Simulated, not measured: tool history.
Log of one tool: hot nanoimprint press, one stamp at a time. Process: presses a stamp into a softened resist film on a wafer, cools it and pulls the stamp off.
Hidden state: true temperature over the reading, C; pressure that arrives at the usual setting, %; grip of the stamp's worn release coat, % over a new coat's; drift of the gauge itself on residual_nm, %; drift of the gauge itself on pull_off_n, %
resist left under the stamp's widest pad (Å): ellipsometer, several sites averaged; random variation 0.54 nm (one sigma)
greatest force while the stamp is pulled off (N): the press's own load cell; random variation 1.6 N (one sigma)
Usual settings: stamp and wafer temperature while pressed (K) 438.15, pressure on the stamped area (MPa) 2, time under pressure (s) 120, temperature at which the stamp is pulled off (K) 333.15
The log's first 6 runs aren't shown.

run	day	stamp and wafer temperature while pressed (K)	pressure on the stamped area (MPa)	time under pressure (s)	temperature at which the stamp is pulled off (K)	hours of work since the thermocouple was calibrated	imprints on the stamp's release coat	hours of work since the press's seals were changed	resist left under the stamp's widest pad (Å)	greatest force while the stamp is pulled off (N)
7	5.246	438.15	2	120	333.15	307	133	292	810	168
8	6.129	429.15	2	120	333.15	318	200	303	1186	166
9	7.108	429.15	2	120	333.15	330	274	314	1186	165
10	7.842	438.15	2	120	333.15	339	329	323	816	165
11	8.612	438.15	2	120	333.15	348	388	333	822	166
12	9.479	438.15	2	120	333.15	359	453	343	813	169
13	10.05	428.15	2	120	333.15	366	496	350	1231	170
# day 11.154: stamp cleaned and given a new release coat
14	11.329	438.15	2	120	333.15	378	13	363	819	165
15	12.412	438.15	2	120	333.15	391	95	376	821	168
16	13.017	438.15	2	120	333.15	399	141	384	813	165
17	13.538	438.15	2	120	333.15	405	180	390	814	170
18	14.262	428.15	2	120	329.15	414	235	399	1233	186
19	15.304	447.15	1.92	170	320.15	427	314	411	486	223
20	15.917	448.15	1.61	120	329.15	434	360	419	600	184
21	16.446	427.15	1.61	120	335.15	441	400	425	1364	157
22	17.554	429.15	2.75	173	333.15	454	484	439	922	167
23	18.429	429.15	2.75	173	332.15	465	550	450	915	172
# day 18.871: stamp cleaned and given a new release coat
24	19.596	429.15	2.75	173	332.15	476	55	461	912	171
25	20.125	450.15	2.16	120	333.15	482	95	467	476	168
26	20.829	435.15	2.91	85	320.15	491	148	476	887	223
27	21.829	435.15	2.44	85	320.15	503	224	488	964	223
28	22.854	435.15	2.07	206	334.15	516	301	500	740	162
29	23.508	438.15	2	94	332.15	524	351	508	902	170
30	24.342	438.15	1.74	197	328.15	534	414	519	707	187

4 ways to go on from here, each from the tool as it stands after run 30. What would each give?
A	25.375	438.15	1.74	197	329.15	546	492	531	?	?
B	25.375	438.15	2	100	333.15	546	492	531	?	?
C	25.375	438.15	1.74	120	340.15	546	492	531	?	?
D	25.375	438.15	1.79	82	341.15	546	492	531	?	?

run	resist left under the stamp's widest pad (Å)	greatest force while the stamp is pulled off (N)
A	716	184
B	867	165
C	863	137
D	987	130
Without the tool's hidden state the same runs would have given:
run	resist left under the stamp's widest pad (Å)	greatest force while the stamp is pulled off (N)
A	721	184
B	872	165
C	868	136
D	992	130
